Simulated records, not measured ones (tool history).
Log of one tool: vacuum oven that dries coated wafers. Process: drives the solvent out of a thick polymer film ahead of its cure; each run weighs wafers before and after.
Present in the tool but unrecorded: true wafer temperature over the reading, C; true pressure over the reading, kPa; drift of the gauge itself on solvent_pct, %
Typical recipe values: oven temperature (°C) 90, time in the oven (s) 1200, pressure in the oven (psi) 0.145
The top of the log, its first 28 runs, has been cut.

| run | hour | oven temperature (°C) | time in the oven (s) | pressure in the oven (psi) | hours of work since the thermocouples were calibrated | hours of work since the vacuum gauge was cleaned of residue | solvent left in the film (%) |
|---|---|---|---|---|---|---|---|
| 29 | 270.4 | 82 | 720 | 0.383 | 1684 | 239 | 5.89 |
| 30 | 280.4 | 82 | 720 | 0.383 | 1690 | 245 | 5.89 |
| 31 | 292.8 | 82 | 720 | 0.383 | 1697 | 252 | 5.88 |
| 32 | 303.1 | 83 | 1560 | 0.087 | 1703 | 258 | 1.20 |
|  | 316.5 | oven's thermocouples calibrated |
| 33 | 317.5 | 83 | 1560 | 0.087 | 1 | 265 | 1.88 |
| 34 | 328.3 | 79 | 1200 | 0.135 | 7 | 271 | 4.49 |
| 35 | 339.2 | 79 | 1200 | 0.135 | 13 | 278 | 4.47 |
| 36 | 347.0 | 97 | 1140 | 0.135 | 18 | 282 | 0.72 |
| 37 | 360.5 | 86 | 1200 | 0.145 | 26 | 290 | 2.30 |
| 38 | 366.1 | 86 | 1200 | 0.145 | 29 | 293 | 2.34 |
| 39 | 378.9 | 96 | 840 | 0.145 | 36 | 301 | 1.27 |
| 40 | 385.3 | 96 | 840 | 0.145 | 40 | 305 | 1.27 |
| 41 | 394.1 | 96 | 1800 | 0.170 | 45 | 310 | 0.65 |
| 42 | 400.0 | 96 | 960 | 0.247 | 49 | 313 | 1.36 |
| 43 | 409.3 | 84 | 840 | 0.247 | 54 | 319 | 4.93 |
| 44 | 421.5 | 84 | 840 | 0.247 | 61 | 326 | 4.98 |
| 45 | 430.6 | 84 | 840 | 0.247 | 66 | 331 | 4.98 |
| 46 | 443.1 | 77 | 840 | 0.508 | 74 | 338 | 9.18 |
| 47 | 449.7 | 77 | 840 | 0.508 | 77 | 342 | 9.20 |

Alternative continuations, all from the tool just after run 47; predict every row:
| A | 459.5 | 94 | 1320 | 0.145 | 83 | 348 | ? |
| B | 459.5 | 89 | 1800 | 0.199 | 83 | 348 | ? |
| C | 459.5 | 90 | 840 | 0.528 | 83 | 348 | ? |
| D | 459.5 | 75 | 660 | 0.145 | 83 | 348 | ? |

| run | solvent left in the film (%) |
|---|---|
| A | 0.83 |
| B | 1.17 |
| C | 4.04 |
| D | 9.42 |
Had the tool no hidden state, the same runs would have come out as:
| run | solvent left in the film (%) |
|---|---|
| A | 0.79 |
| B | 1.12 |
| C | 4.02 |
| D | 9.41 |
